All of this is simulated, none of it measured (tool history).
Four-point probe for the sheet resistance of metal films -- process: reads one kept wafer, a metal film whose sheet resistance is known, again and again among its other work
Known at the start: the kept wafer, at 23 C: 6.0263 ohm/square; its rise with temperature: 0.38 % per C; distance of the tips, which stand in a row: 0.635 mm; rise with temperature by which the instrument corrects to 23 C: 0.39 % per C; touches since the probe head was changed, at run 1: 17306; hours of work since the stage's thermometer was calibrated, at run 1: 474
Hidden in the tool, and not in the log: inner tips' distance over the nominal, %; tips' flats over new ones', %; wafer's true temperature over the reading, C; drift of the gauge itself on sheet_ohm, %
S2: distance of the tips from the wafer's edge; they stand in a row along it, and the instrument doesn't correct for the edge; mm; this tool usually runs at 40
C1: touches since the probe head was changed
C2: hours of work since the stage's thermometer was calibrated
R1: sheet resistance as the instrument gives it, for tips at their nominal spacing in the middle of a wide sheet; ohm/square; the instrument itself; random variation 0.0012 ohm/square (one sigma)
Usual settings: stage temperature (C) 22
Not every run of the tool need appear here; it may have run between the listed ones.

Run 1, hour 0.0: usual settings; C1 17306; C2 474. Result: R1 6.018110 ohm/square.
Run 2, hour 53.8: usual settings; C1 18124; C2 500. Result: R1 6.016822 ohm/square.
Run 3, hour 98.0: usual settings but stage temperature (C) 27; C1 18796; C2 522. Result: R1 6.012097 ohm/square.
Run 4, hour 122.6: usual settings but S2 11 mm; C1 19169; C2 534. Result: R1 6.027253 ohm/square.
Run 5, hour 146.7: usual settings but S2 11 mm; C1 19537; C2 545. Result: R1 6.026796 ohm/square.
Run 6, hour 193.7: usual settings but S2 11 mm; C1 20251; C2 568. Result: R1 6.024621 ohm/square.
Run 7, hour 221.5: usual settings but S2 25 mm; C1 20672; C2 581. Result: R1 6.013810 ohm/square.
Run 8, hour 249.2: usual settings but stage temperature (C) 25; C1 21094; C2 595. Result: R1 6.009140 ohm/square.
Run 9, hour 297.4: usual settings but stage temperature (C) 25; C1 21826; C2 618. Result: R1 6.008999 ohm/square.
Run 10, hour 324.0: usual settings but stage temperature (C) 25; C1 22231; C2 631. Result: R1 6.008046 ohm/square.
Run 11, hour 365.8: usual settings but stage temperature (C) 34; C1 22866; C2 651. Result: R1 6.001996 ohm/square.
Run 12, hour 398.1: usual settings but stage temperature (C) 34; C1 23356; C2 667. Result: R1 5.999994 ohm/square.
Run 13, hour 444.3: usual settings; C1 24058; C2 689. Result: R1 6.012271 ohm/square.
Run 14, hour 493.9: usual settings; C1 24812; C2 713. Result: R1 6.011326 ohm/square.
Run 15, hour 540.8: usual settings but stage temperature (C) 20, S2 26 mm; C1 25525; C2 736. Result: R1 6.012555 ohm/square.
Run 16, hour 568.9: usual settings but stage temperature (C) 20, S2 26 mm; C1 25953; C2 749. Result: R1 6.010764 ohm/square.
Run 17, hour 609.7: usual settings but S2 9 mm; C1 26573; C2 769. Result: R1 6.024325 ohm/square.
Run 18, hour 650.3: usual settings but S2 9 mm; C1 27190; C2 789. Result: R1 6.023287 ohm/square.
Run 19, hour 708.9: usual settings but S2 72 mm; C1 28080; C2 817. Result: R1 6.007401 ohm/square.
Run 20, hour 735.2: usual settings but S2 72 mm; C1 28479; C2 830. Result: R1 6.002349 ohm/square.
Run 21, hour 779.3: usual settings but stage temperature (C) 32; C1 29150; C2 851. Result: R1 5.997231 ohm/square.
Run 22, hour 830.7: usual settings but stage temperature (C) 25, S2 4 mm; C1 29932; C2 876. Result: R1 6.079221 ohm/square.
Run 23, hour 884.2: usual settings but stage temperature (C) 27, S2 3 mm; C1 30744; C2 902. Result: R1 6.138379 ohm/square.
Run 24, hour 913.5: usual settings but stage temperature (C) 20, S2 27 mm; C1 31190; C2 916. Result: R1 6.004892 ohm/square.
Run 25, hour 970.4: usual settings but stage temperature (C) 20, S2 27 mm; C1 32055; C2 943. Result: R1 6.002774 ohm/square.
Run 26, hour 1010.6: usual settings but S2 8 mm; C1 32665; C2 963. Result: R1 6.018601 ohm/square.
Run 27, hour 1041.9: usual settings but stage temperature (C) 19, S2 19 mm; C1 33141; C2 978. Result: R1 6.004425 ohm/square.

The logged runs with the hidden state left out (each run's random variation unchanged):
run        R1
  1  6.027885
  2  6.027523
  3  6.023513
  4  6.039161
  5  6.039146
  6  6.037744
  7  6.027373
  8  6.023156
  9  6.023923
 10  6.023443
 11  6.017900
 12  6.016472
 13  6.029748
 14  6.029688
 15  6.031733
 16  6.030394
 17  6.044605
 18  6.044231
 19  6.029330
 20  6.024747
 21  6.020185
 22  6.103407
 23  6.163694
 24  6.030288
 25  6.029086
 26  6.045593
 27  6.031907

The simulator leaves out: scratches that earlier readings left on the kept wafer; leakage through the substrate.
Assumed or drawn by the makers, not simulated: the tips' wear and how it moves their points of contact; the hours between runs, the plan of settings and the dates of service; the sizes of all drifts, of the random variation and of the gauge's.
